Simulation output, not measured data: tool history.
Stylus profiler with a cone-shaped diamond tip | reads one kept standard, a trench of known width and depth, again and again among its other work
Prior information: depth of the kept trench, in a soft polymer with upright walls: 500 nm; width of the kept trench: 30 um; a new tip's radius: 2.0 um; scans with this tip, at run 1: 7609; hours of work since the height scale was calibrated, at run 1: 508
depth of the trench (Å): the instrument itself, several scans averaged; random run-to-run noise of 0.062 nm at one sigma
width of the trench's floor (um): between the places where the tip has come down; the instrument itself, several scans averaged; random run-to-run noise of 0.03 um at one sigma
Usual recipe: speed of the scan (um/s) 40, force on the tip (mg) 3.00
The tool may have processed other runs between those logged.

run	hour	speed of the scan (um/s)	force on the tip (mg)	scans with this tip	hours of work since the height scale was calibrated	depth of the trench (Å)	width of the trench's floor (um)
1	0.0	40	3.00	7609	508	5057.6	26.80
2	57.0	40	3.00	8093	540	5057.7	26.74
3	116.8	40	1.70	8600	574	5041.7	26.67
4	162.6	40	4.19	8990	600	5071.9	26.76
5	237.9	87	3.00	9629	642	5059.0	26.58
6	309.3	40	7.14	10235	683	5101.3	26.63
7	398.6	40	3.00	10994	733	5061.6	26.58
8	447.9	40	3.00	11412	761	5060.5	26.50
9	538.3	40	3.00	12180	813	5060.3	26.57
10	623.7	40	3.00	12905	861	5062.3	26.47
11	705.2	40	3.00	13597	907	5062.9	26.47
12	748.3	40	3.00	13963	932	5063.8	26.39
# hour 764.5: height scale calibrated on a step standard
13	821.2	32	3.00	14578	32	5054.4	26.41
14	887.8	40	3.00	15143	70	5053.8	26.36
15	958.9	40	3.00	15747	110	5055.1	26.36
16	1026.2	40	3.00	16319	148	5055.8	26.31
17	1108.0	24	3.00	17014	195	5056.2	26.19
18	1177.6	24	3.00	17604	234	5057.6	26.26
19	1248.6	24	3.00	18207	274	5057.7	26.23
20	1329.8	24	3.00	18897	320	5057.4	26.22
21	1396.6	24	3.00	19464	358	5059.4	26.13
22	1491.9	28	7.63	20273	412	5103.8	26.16
23	1568.9	28	7.63	20928	456	5104.5	26.13
24	1627.3	28	7.63	21424	489	5103.3	26.04
25	1676.8	28	7.63	21844	517	5105.0	26.05
26	1721.4	12	2.19	22222	542	5051.5	26.03
# hour 1780.2: new tip fitted, height scale calibrated
27	1811.4	49	1.79	266	18	5036.0	27.25
28	1886.9	40	2.65	907	60	5046.8	27.25
29	1963.9	40	2.65	1560	104	5048.4	27.20
30	2054.9	32	1.56	2334	156	5034.3	27.18
31	2104.0	32	6.81	2750	183	5091.5	27.15
32	2172.1	25	3.00	3328	222	5053.3	27.14
33	2259.0	136	8.28	4067	271	5103.1	26.98
34	2299.4	136	8.28	4410	294	5104.2	26.89
35	2389.2	19	6.94	5172	345	5094.0	26.99
36	2447.4	34	2.64	5666	378	5050.0	27.03
37	2501.5	40	4.66	6126	409	5072.5	26.94
38	2555.6	40	6.06	6586	439	5086.2	26.88

Here are 3 independent what-if runs from the current tool condition. What would each one return?
A	2639.5	34	7.03	7298	487	?	?
B	2639.5	40	2.57	7298	487	?	?
C	2639.5	106	4.41	7298	487	?	?

run	depth of the trench (Å)	width of the trench's floor (um)
A	5096.7	26.84
B	5051.4	26.78
C	5071.5	26.72
Without the tool's unlogged condition, the same runs would have read:
run	depth of the trench (Å)	width of the trench's floor (um)
A	5091.7	27.29
B	5046.4	27.23
C	5066.5	27.17
